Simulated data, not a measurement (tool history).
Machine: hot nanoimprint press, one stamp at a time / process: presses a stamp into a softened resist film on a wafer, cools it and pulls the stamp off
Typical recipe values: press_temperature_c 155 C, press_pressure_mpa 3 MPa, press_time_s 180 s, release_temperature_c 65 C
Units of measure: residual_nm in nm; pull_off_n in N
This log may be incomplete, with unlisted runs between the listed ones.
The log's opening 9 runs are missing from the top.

| run | day | press_temperature_c | press_pressure_mpa | press_time_s | release_temperature_c | residual_nm | pull_off_n |
|---|---|---|---|---|---|---|---|
| 10 | 17.167 | 166 | 3 | 180 | 65 | 75.9 | 205 |
| 11 | 18.65 | 166 | 3 | 180 | 65 | 75.8 | 210 |
| 12 | 20.962 | 166 | 3 | 180 | 65 | 75.4 | 212 |
|  | 22.458 | plate thermocouple calibrated |
| 13 | 23.221 | 166 | 3 | 180 | 65 | 75.7 | 206 |
| 14 | 25.588 | 166 | 3 | 180 | 65 | 75.6 | 207 |
|  | 27.738 | stamp cleaned and given a new release coat |
| 15 | 28.054 | 166 | 3 | 180 | 65 | 75.3 | 212 |
| 16 | 29.062 | 155 | 3 | 276 | 71 | 94.1 | 195 |
| 17 | 30.267 | 159 | 3.33 | 310 | 63 | 72.8 | 212 |
| 18 | 32.558 | 159 | 3.33 | 310 | 63 | 72.9 | 215 |
| 19 | 33.817 | 155 | 3.39 | 180 | 65 | 104.2 | 209 |
| 20 | 35.562 | 155 | 3.39 | 180 | 65 | 103.9 | 208 |
| 21 | 37.3 | 145 | 3 | 180 | 61 | 155.8 | 215 |
| 22 | 38.708 | 155 | 2.3 | 180 | 65 | 123.7 | 210 |
|  | 39.817 | gauge calibrated |
| 23 | 40.462 | 155 | 2.3 | 180 | 65 | 127.1 | 207 |
|  | 41.542 | stamp cleaned and given a new release coat |
| 24 | 42.488 | 154 | 2.39 | 187 | 58 | 127.8 | 226 |
| 25 | 43.688 | 154 | 2.39 | 187 | 58 | 126.4 | 227 |
| 26 | 45.583 | 154 | 2.39 | 187 | 50 | 126.2 | 252 |
| 27 | 48.004 | 149 | 4.53 | 203 | 61 | 110.4 | 218 |
| 28 | 49.708 | 165 | 3 | 180 | 72 | 78.4 | 187 |
| 29 | 51.171 | 165 | 3 | 180 | 65 | 78.6 | 205 |
|  | 51.692 | press's hydraulic seals changed and the load cell set to zero |
| 30 | 52.642 | 165 | 4.3 | 180 | 65 | 64.6 | 208 |

4 ways to go on from here, each from the tool as it stands after run 30. What would each give?
| A | 53.758 | 165 | 4.3 | 280 | 65 | ? | ? |
| B | 53.758 | 155 | 3 | 105 | 68 | ? | ? |
| C | 53.758 | 150 | 3 | 180 | 65 | ? | ? |
| D | 53.758 | 155 | 4.78 | 180 | 65 | ? | ? |

| run | residual_nm | pull_off_n |
|---|---|---|
| A | 53.7 | 210 |
| B | 134.1 | 202 |
| C | 133.5 | 208 |
| D | 88.5 | 210 |
With no hidden state in the tool, these same runs would have given:
| run | residual_nm | pull_off_n |
|---|---|---|
| A | 54.2 | 209 |
| B | 135.3 | 201 |
| C | 134.8 | 206 |
| D | 89.3 | 208 |

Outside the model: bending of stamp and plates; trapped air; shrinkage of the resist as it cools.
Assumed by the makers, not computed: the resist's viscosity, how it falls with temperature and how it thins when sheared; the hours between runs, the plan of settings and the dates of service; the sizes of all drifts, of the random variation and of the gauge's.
